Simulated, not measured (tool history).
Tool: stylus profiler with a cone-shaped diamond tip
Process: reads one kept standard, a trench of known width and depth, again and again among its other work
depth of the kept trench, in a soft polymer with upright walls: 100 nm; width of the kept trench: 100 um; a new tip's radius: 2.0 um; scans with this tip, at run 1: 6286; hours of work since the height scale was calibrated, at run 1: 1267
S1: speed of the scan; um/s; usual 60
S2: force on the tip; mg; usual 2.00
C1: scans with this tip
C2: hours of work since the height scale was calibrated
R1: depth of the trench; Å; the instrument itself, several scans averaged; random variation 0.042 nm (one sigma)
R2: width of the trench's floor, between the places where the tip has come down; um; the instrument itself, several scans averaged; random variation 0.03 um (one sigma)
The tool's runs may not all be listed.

{"run": 1, "hour": 0.0, "S1": 60, "S2": 2.0, "C1": 6286, "C2": 1267, "R1": 1011.2, "R2": 98.45}
{"run": 2, "hour": 48.6, "S1": 60, "S2": 2.0, "C1": 6458, "C2": 1302, "R1": 1010.6, "R2": 98.41}
{"run": 3, "hour": 109.6, "S1": 60, "S2": 2.0, "C1": 6674, "C2": 1346, "R1": 1010.4, "R2": 98.41}
{"run": 4, "hour": 155.0, "S1": 60, "S2": 2.0, "C1": 6834, "C2": 1378, "R1": 1010.5, "R2": 98.39}
{"run": 5, "hour": 196.3, "S1": 60, "S2": 2.0, "C1": 6980, "C2": 1407, "R1": 1010.6, "R2": 98.43}
{"run": 6, "hour": 229.9, "S1": 60, "S2": 2.0, "C1": 7099, "C2": 1431, "R1": 1011.0, "R2": 98.41}
{"run": 7, "hour": 261.6, "S1": 60, "S2": 2.0, "C1": 7211, "C2": 1454, "R1": 1009.9, "R2": 98.39}
{"run": 8, "hour": 318.7, "S1": 60, "S2": 2.0, "C1": 7413, "C2": 1495, "R1": 1010.2, "R2": 98.42}
{"run": 9, "hour": 386.2, "S1": 60, "S2": 2.0, "C1": 7651, "C2": 1543, "R1": 1010.5, "R2": 98.36}
{"run": 10, "hour": 417.8, "S1": 60, "S2": 2.0, "C1": 7763, "C2": 1565, "R1": 1010.4, "R2": 98.43}
{"run": 11, "hour": 472.5, "S1": 60, "S2": 2.0, "C1": 7957, "C2": 1604, "R1": 1011.2, "R2": 98.37}
{"run": 12, "hour": 518.0, "S1": 60, "S2": 2.0, "C1": 8118, "C2": 1637, "R1": 1011.2, "R2": 98.44}
{"run": 13, "hour": 558.8, "S1": 137, "S2": 2.0, "C1": 8262, "C2": 1666, "R1": 1011.0, "R2": 97.97}
{"run": 14, "hour": 601.2, "S1": 95, "S2": 2.0, "C1": 8411, "C2": 1696, "R1": 1010.5, "R2": 98.19}
{"run": 15, "hour": 656.2, "S1": 116, "S2": 2.0, "C1": 8606, "C2": 1735, "R1": 1011.4, "R2": 98.08}
{"run": 16, "hour": 704.9, "S1": 116, "S2": 2.0, "C1": 8778, "C2": 1770, "R1": 1011.1, "R2": 98.11}
{"run": 17, "hour": 745.0, "S1": 24, "S2": 2.0, "C1": 8920, "C2": 1798, "R1": 1010.6, "R2": 98.59}
{"run": 18, "hour": 797.3, "S1": 24, "S2": 2.0, "C1": 9105, "C2": 1836, "R1": 1011.2, "R2": 98.59}
{"run": 19, "hour": 829.1, "S1": 16, "S2": 2.0, "C1": 9217, "C2": 1858, "R1": 1010.8, "R2": 98.7}
{"run": 20, "hour": 892.6, "S1": 79, "S2": 2.0, "C1": 9442, "C2": 1904, "R1": 1010.6, "R2": 98.32}
{"run": 21, "hour": 948.2, "S1": 79, "S2": 2.0, "C1": 9638, "C2": 1943, "R1": 1010.9, "R2": 98.28}
{"run": 22, "hour": 1010.1, "S1": 79, "S2": 2.0, "C1": 9857, "C2": 1987, "R1": 1011.3, "R2": 98.33}
{"run": 23, "hour": 1074.7, "S1": 60, "S2": 2.43, "C1": 10086, "C2": 2034, "R1": 1012.6, "R2": 98.47}
{"run": 24, "hour": 1118.3, "S1": 60, "S2": 2.43, "C1": 10240, "C2": 2065, "R1": 1012.7, "R2": 98.42}
{"run": 25, "hour": 1186.9, "S1": 60, "S2": 5.66, "C1": 10482, "C2": 2113, "R1": 1022.4, "R2": 98.57}
{"hour": 1217.0, "done": "height scale calibrated on a step standard"}
{"run": 26, "hour": 1256.5, "S1": 18, "S2": 1.19, "C1": 10727, "C2": 28, "R1": 1007.6, "R2": 98.64}
{"run": 27, "hour": 1321.9, "S1": 124, "S2": 1.22, "C1": 10958, "C2": 75, "R1": 1007.6, "R2": 97.86}
{"run": 28, "hour": 1358.7, "S1": 54, "S2": 1.43, "C1": 11088, "C2": 101, "R1": 1008.7, "R2": 98.32}
{"run": 29, "hour": 1412.3, "S1": 54, "S2": 1.43, "C1": 11277, "C2": 139, "R1": 1008.3, "R2": 98.37}
{"run": 30, "hour": 1463.1, "S1": 23, "S2": 2.53, "C1": 11457, "C2": 175, "R1": 1012.9, "R2": 98.63}
{"run": 31, "hour": 1493.7, "S1": 104, "S2": 2.53, "C1": 11565, "C2": 197, "R1": 1013.2, "R2": 98.21}
{"run": 32, "hour": 1524.7, "S1": 46, "S2": 0.88, "C1": 11675, "C2": 219, "R1": 1006.6, "R2": 98.33}
{"run": 33, "hour": 1581.3, "S1": 46, "S2": 1.06, "C1": 11875, "C2": 260, "R1": 1006.6, "R2": 98.38}
{"run": 34, "hour": 1628.1, "S1": 46, "S2": 1.06, "C1": 12040, "C2": 293, "R1": 1007.5, "R2": 98.4}
{"run": 35, "hour": 1698.3, "S1": 22, "S2": 1.36, "C1": 12289, "C2": 343, "R1": 1008.0, "R2": 98.64}
{"run": 36, "hour": 1733.3, "S1": 59, "S2": 1.28, "C1": 12412, "C2": 368, "R1": 1007.9, "R2": 98.31}
{"run": 37, "hour": 1794.2, "S1": 59, "S2": 1.28, "C1": 12627, "C2": 411, "R1": 1008.8, "R2": 98.31}
{"run": 38, "hour": 1862.8, "S1": 54, "S2": 2.0, "C1": 12870, "C2": 460, "R1": 1010.3, "R2": 98.44}
{"run": 39, "hour": 1891.3, "S1": 99, "S2": 1.35, "C1": 12971, "C2": 481, "R1": 1008.2, "R2": 98.06}
{"run": 40, "hour": 1948.5, "S1": 99, "S2": 1.35, "C1": 13173, "C2": 521, "R1": 1008.2, "R2": 98.08}
{"run": 41, "hour": 2015.7, "S1": 99, "S2": 1.35, "C1": 13411, "C2": 569, "R1": 1007.5, "R2": 98.05}
{"run": 42, "hour": 2067.5, "S1": 99, "S2": 1.35, "C1": 13594, "C2": 606, "R1": 1008.7, "R2": 98.06}
{"run": 43, "hour": 2124.1, "S1": 99, "S2": 1.35, "C1": 13794, "C2": 647, "R1": 1009.3, "R2": 98.07}

How the hidden state differs across the entries between the runs, from the last listed run before each to the first after it:
Between runs 25 and 26: height scale calibrated on a step standard (hour 1217.0)
  height scale over the true one, %: 0.017 -> 0
